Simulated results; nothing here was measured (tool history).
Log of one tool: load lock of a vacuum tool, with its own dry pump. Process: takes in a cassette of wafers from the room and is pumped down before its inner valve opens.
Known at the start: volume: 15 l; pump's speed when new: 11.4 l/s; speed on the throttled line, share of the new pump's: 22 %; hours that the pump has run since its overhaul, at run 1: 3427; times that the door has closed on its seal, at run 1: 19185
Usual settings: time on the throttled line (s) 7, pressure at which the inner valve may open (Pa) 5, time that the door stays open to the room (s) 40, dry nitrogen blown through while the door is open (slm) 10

run	day	time on the throttled line (s)	pressure at which the inner valve may open (Pa)	time that the door stays open to the room (s)	dry nitrogen blown through while the door is open (slm)	hours that the pump has run since its overhaul	times that the door has closed on its seal	incoming humidity of the room's air, %	time from the closed door until the inner valve may open (s)	rise of the pressure with all valves shut (Pa/min)
1	0.000	7	5	40	10	3427	19185	44.8	19.0	0.106
2	4.571	7	9	40	10	3536	19613	45.5	18.1	0.106
3	8.454	7	5	40	10	3630	19976	45.6	19.0	0.108
4	13.092	7	5	40	10	3741	20410	43.0	19.2	0.108
5	16.417	7	5	40	10	3821	20722	43.2	18.8	0.118
6	19.429	5	5	40	10	3893	21004	45.7	17.5	0.116
7	21.996	5	5	40	10	3955	21244	46.6	17.6	0.116
8	27.050	5	5	49	10	4076	21717	45.2	17.6	0.125
9	29.812	7	5	40	8	4142	21976	46.4	19.4	0.119
10	33.225	7	5	40	8	4224	22295	47.5	19.1	0.124
11	35.912	7	5	40	8	4289	22546	42.4	19.1	0.128
12	39.871	7	5	46	10	4384	22917	47.5	19.2	0.127
13	42.625	7	5	40	10	4450	23174	46.6	18.9	0.129
14	47.642	7	5	40	10	4570	23644	46.5	19.1	0.133
15	52.946	7	5	147	10	4697	24141	43.5	19.2	0.146
16	56.054	7	5	27	10	4772	24431	45.2	19.4	0.133
17	59.312	7	5	40	10	4850	24736	46.7	19.2	0.134
18	61.950	7	5	40	40	4913	24983	43.5	19.0	0.124
19	67.858	7	5	40	40	5055	25536	45.1	19.3	0.129
20	70.717	5	5	75	10	5124	25804	46.9	17.7	0.152
21	75.558	11	4	40	10	5240	26257	44.5	22.8	0.143
22	79.829	5	6	183	10	5343	26656	44.2	17.5	0.162
23	84.333	5	6	183	10	5451	27078	46.5	17.5	0.172
24	89.571	13	5	44	6	5576	27568	46.4	24.3	0.159
25	95.417	7	4	48	10	5717	28115	46.1	19.8	0.157
26	100.721	7	4	48	14	5844	28612	45.5	19.9	0.155
27	106.138	11	7	112	12	5974	29119	43.9	21.8	0.171
28	109.238	7	6	63	9	6048	29409	41.7	19.3	0.170
29	114.996	7	5	97	10	6187	29948	45.0	19.5	0.179
30	120.475	7	5	97	10	6318	30461	44.7	19.6	0.186
31	123.333	7	5	97	10	6387	30728	47.8	19.8	0.190
32	126.500	7	5	97	10	6463	31025	47.0	19.5	0.185
33	130.612	7	5	94	21	6561	31409	44.4	19.3	0.184
34	134.108	7	5	94	5	6645	31737	44.5	19.9	0.205
35	136.975	7	5	94	10	6714	32005	46.4	19.6	0.195
36	142.825	5	8	149	28	6855	32553	47.1	17.4	0.195
37	146.046	7	5	36	5	6932	32854	47.5	19.4	0.196

Measured less the same run without the tool's hidden state. The same run-to-run variation is in both; the gauge's scatter may not be:
The hidden state here: pump's speed, % of a new pump's; leak at the door's seal, Pa l/s; drift of the gauge itself on ready_s, %; drift of the gauge itself on rise_pa_min, %.
run	time from the closed door until the inner valve may open (s)	rise of the pressure with all valves shut (Pa/min)
1	+0.4	+0.079
2	+0.4	+0.081
3	+0.4	+0.083
4	+0.4	+0.085
5	+0.4	+0.089
6	+0.4	+0.090
7	+0.5	+0.088
8	+0.5	+0.092
9	+0.5	+0.094
10	+0.5	+0.095
11	+0.5	+0.098
12	+0.5	+0.099
13	+0.5	+0.099
14	+0.6	+0.103
15	+0.5	+0.105
16	+0.6	+0.107
17	+0.6	+0.112
18	+0.6	+0.112
19	+0.6	+0.113
20	+0.6	+0.117
21	+0.6	+0.118
22	+0.7	+0.119
23	+0.7	+0.122
24	+0.7	+0.127
25	+0.8	+0.130
26	+0.8	+0.133
27	+0.6	+0.139
28	+0.8	+0.140
29	+0.8	+0.142
30	+0.8	+0.148
31	+0.8	+0.149
32	+0.8	+0.149
33	+0.9	+0.154
34	+0.9	+0.155
35	+0.9	+0.158
36	+0.9	+0.163
37	+0.9	+0.163
